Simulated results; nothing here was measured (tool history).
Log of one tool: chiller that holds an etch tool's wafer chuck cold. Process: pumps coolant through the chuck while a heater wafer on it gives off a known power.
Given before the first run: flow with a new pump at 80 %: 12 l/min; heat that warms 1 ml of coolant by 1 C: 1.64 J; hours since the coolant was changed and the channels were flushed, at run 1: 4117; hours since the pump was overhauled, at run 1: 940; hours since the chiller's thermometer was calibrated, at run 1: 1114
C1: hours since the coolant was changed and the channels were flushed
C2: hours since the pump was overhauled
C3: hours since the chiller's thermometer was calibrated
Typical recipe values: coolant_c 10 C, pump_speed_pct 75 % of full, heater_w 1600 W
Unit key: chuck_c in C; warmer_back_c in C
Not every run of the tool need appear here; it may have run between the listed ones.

{"run": 1, "hour": 0.0, "coolant_c": 10, "pump_speed_pct": 75, "heater_w": 1600, "C1": 4117, "C2": 940, "C3": 1114, "chuck_c": 30.7, "warmer_back_c": 5.24}
{"run": 2, "hour": 22.2, "coolant_c": 10, "pump_speed_pct": 75, "heater_w": 1600, "C1": 4139, "C2": 962, "C3": 1136, "chuck_c": 30.7, "warmer_back_c": 5.26}
{"run": 3, "hour": 47.4, "coolant_c": 10, "pump_speed_pct": 75, "heater_w": 1600, "C1": 4164, "C2": 988, "C3": 1161, "chuck_c": 30.6, "warmer_back_c": 5.28}
{"run": 4, "hour": 78.7, "coolant_c": 10, "pump_speed_pct": 75, "heater_w": 1600, "C1": 4195, "C2": 1019, "C3": 1192, "chuck_c": 30.8, "warmer_back_c": 5.31}
{"run": 5, "hour": 98.2, "coolant_c": 10, "pump_speed_pct": 75, "heater_w": 1046, "C1": 4215, "C2": 1038, "C3": 1212, "chuck_c": 23.5, "warmer_back_c": 3.51}
{"run": 6, "hour": 139.6, "coolant_c": 10, "pump_speed_pct": 75, "heater_w": 1267, "C1": 4256, "C2": 1080, "C3": 1253, "chuck_c": 26.6, "warmer_back_c": 4.2}
{"run": 7, "hour": 162.0, "coolant_c": 10, "pump_speed_pct": 75, "heater_w": 1267, "C1": 4279, "C2": 1102, "C3": 1276, "chuck_c": 26.2, "warmer_back_c": 4.24}
{"run": 8, "hour": 184.6, "coolant_c": 10, "pump_speed_pct": 75, "heater_w": 1267, "C1": 4301, "C2": 1125, "C3": 1298, "chuck_c": 26.3, "warmer_back_c": 4.17}
{"hour": 227.4, "done": "coolant changed, channels flushed"}
{"run": 9, "hour": 231.3, "coolant_c": 10, "pump_speed_pct": 75, "heater_w": 1267, "C1": 4, "C2": 1166, "C3": 1339, "chuck_c": 26.5, "warmer_back_c": 4.19}
{"run": 10, "hour": 264.3, "coolant_c": 17, "pump_speed_pct": 75, "heater_w": 1267, "C1": 37, "C2": 1199, "C3": 1372, "chuck_c": 33.4, "warmer_back_c": 4.22}
{"run": 11, "hour": 292.9, "coolant_c": 10, "pump_speed_pct": 75, "heater_w": 1019, "C1": 65, "C2": 1227, "C3": 1400, "chuck_c": 23.4, "warmer_back_c": 3.41}
{"run": 12, "hour": 324.8, "coolant_c": 10, "pump_speed_pct": 81, "heater_w": 1600, "C1": 97, "C2": 1259, "C3": 1432, "chuck_c": 29.9, "warmer_back_c": 4.85}
{"run": 13, "hour": 358.1, "coolant_c": 10, "pump_speed_pct": 75, "heater_w": 2194, "C1": 131, "C2": 1292, "C3": 1466, "chuck_c": 38.4, "warmer_back_c": 7.29}
{"run": 14, "hour": 392.0, "coolant_c": 10, "pump_speed_pct": 75, "heater_w": 2194, "C1": 165, "C2": 1326, "C3": 1500, "chuck_c": 38.6, "warmer_back_c": 7.24}
{"run": 15, "hour": 434.6, "coolant_c": 10, "pump_speed_pct": 81, "heater_w": 1600, "C1": 207, "C2": 1369, "C3": 1542, "chuck_c": 29.7, "warmer_back_c": 4.92}
{"run": 16, "hour": 475.5, "coolant_c": 10, "pump_speed_pct": 75, "heater_w": 1600, "C1": 248, "C2": 1410, "C3": 1583, "chuck_c": 30.6, "warmer_back_c": 5.38}

Expected results for the next run?
{"run": 17, "hour": 506.1, "coolant_c": 10, "pump_speed_pct": 66, "heater_w": 801, "C1": 279, "C2": 1440, "C3": 1614, "chuck_c": "?", "warmer_back_c": "?"}

{"run 17": {"chuck_c": 21.4, "warmer_back_c": 3.24}}
With no hidden state in the tool, this same run would have given chuck_c 21.3 C, warmer_back_c 3.12 C.

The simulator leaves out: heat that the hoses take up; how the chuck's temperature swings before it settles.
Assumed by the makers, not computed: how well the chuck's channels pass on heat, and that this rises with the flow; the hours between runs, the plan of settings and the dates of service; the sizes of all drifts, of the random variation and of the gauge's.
